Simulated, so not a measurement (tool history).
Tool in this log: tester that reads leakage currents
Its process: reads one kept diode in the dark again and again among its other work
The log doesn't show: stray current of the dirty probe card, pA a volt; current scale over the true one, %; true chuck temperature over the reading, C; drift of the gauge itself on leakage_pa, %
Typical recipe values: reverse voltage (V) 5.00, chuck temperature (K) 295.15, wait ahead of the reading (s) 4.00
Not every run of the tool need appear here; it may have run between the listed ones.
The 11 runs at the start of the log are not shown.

run	hour	reverse voltage (V)	chuck temperature (K)	wait ahead of the reading (s)	hours of work since the probe card was cleaned	hours of work since the tester was calibrated	hours of work since the chuck was calibrated	current that the tester gives (pA)
12	1340.0	5.00	326.15	4.00	724	1554	392	87.59
13	1479.4	5.00	326.15	4.00	829	1659	497	85.94
# hour 1587.2: chuck's temperature calibrated
14	1621.4	5.00	326.15	4.00	934	1764	26	94.74
15	1695.6	5.00	295.15	2.88	989	1819	81	8.46
16	1791.4	5.00	295.15	2.88	1061	1891	153	8.40
17	1885.5	5.00	295.15	4.09	1132	1962	224	8.06
18	2023.5	5.00	318.15	4.40	1235	2065	327	48.47
19	2153.0	5.16	304.15	0.52	1332	2163	425	19.74
20	2335.6	5.00	293.15	4.00	1469	2300	562	6.70
# hour 2362.2: chuck's temperature calibrated
21	2499.6	5.00	301.15	4.00	1591	2421	103	13.71
22	2576.4	14.31	301.15	4.00	1649	2479	161	26.35
23	2671.0	14.31	301.15	4.00	1720	2550	232	26.21
24	2840.9	4.13	332.15	4.00	1847	2677	359	124.57
25	2917.9	4.13	332.15	4.00	1905	2735	417	123.77
# hour 3012.7: probe card cleaned and baked
26	3087.6	5.13	315.15	4.00	56	2860	542	37.39
# hour 3141.3: chuck's temperature calibrated
27	3176.6	5.13	324.15	0.39	121	2925	27	85.69
28	3265.4	5.13	330.15	0.91	188	2992	93	126.79
29	3443.5	13.56	295.15	4.00	322	3126	227	13.94
30	3574.0	5.00	304.15	5.19	420	3223	325	15.45
31	3659.3	5.00	304.15	5.19	484	3288	389	15.30

3 ways to go on from here, each from the tool as it stands after run 31. What would each give?
A	3795.4	1.12	302.15	1.11	586	3390	491	?
B	3795.4	5.00	304.15	1.15	586	3390	491	?
C	3795.4	16.34	303.15	4.22	586	3390	491	?

run	current that the tester gives (pA)
A	5.53
B	16.41
C	28.53
Take away the tool's hidden state, keep each run's random variation, and the runs would have read:
run	current that the tester gives (pA)
A	6.10
B	17.86
C	30.59

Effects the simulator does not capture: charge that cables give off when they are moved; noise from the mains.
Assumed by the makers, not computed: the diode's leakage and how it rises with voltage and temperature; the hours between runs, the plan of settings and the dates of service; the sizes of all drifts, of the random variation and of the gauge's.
